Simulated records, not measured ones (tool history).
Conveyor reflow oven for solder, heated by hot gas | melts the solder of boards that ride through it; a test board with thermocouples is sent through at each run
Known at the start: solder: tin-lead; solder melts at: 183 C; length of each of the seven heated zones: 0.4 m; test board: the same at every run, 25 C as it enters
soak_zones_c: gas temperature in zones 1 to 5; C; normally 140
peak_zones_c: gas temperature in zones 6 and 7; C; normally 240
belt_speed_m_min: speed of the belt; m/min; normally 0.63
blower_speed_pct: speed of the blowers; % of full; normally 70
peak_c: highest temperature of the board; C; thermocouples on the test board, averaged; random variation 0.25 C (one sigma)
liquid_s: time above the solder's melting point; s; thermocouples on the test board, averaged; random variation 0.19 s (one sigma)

run	day	soak_zones_c	peak_zones_c	belt_speed_m_min	blower_speed_pct	peak_c	liquid_s
1	0	140	240	0.63	70	222	61.5
2	1.588	140	240	0.63	70	221.7	61.4
3	5.233	140	252	0.63	70	231.8	67.6
4	8.521	140	252	0.63	70	231.7	67.8
# day 9.158: flux residue cleaned out of gas plates and filters
5	11.788	140	252	0.63	70	233.4	68.9
6	13.808	140	251	0.63	70	232.1	67.8
7	16.617	140	241	0.63	70	222.8	62.7
8	19.375	140	241	0.63	70	222.7	62.5
9	22.667	140	241	0.69	70	219.1	54.3
10	26.162	140	241	0.69	70	219.1	54
# day 29.829: flux residue cleaned out of gas plates and filters
11	29.829	128	240	0.63	70	220.1	57.5
12	32.9	133	240	0.722	60	213	44.4
13	36.408	140	240	0.63	53	215.9	57.3
14	39.867	140	240	0.63	53	215.7	57.6
# day 40.442: thermocouples of zones 6 and 7 changed
15	42.742	140	240	0.63	53	217.5	58.7
16	45.379	140	240	0.63	53	217.5	58.7
17	48.062	140	229	0.704	53	204.4	39.1
# day 49.975: belt drive overhauled, speed set with a stopwatch
18	49.975	137	233	0.704	53	204.1	37.2
# day 50.762: flux residue cleaned out of gas plates and filters
19	53.892	140	240	0.63	70	222.1	61.7
20	55.562	140	240	0.63	70	222.5	61.5
21	57.442	131	240	0.55	66	224.4	68.3

What if the next run were any one of these 3? Each begins from the tool's condition after run 21:
A	60.275	133	240	0.521	70	?	?
B	60.275	140	241	0.63	84	?	?
C	60.275	155	235	0.733	66	?	?

run	peak_c	liquid_s
A	226.7	75.8
B	226.1	64.1
C	215	52.2
Without the tool's unlogged condition, the same runs would have read:
run	peak_c	liquid_s
A	228.1	76.6
B	227.6	64.8
C	216.4	53.1
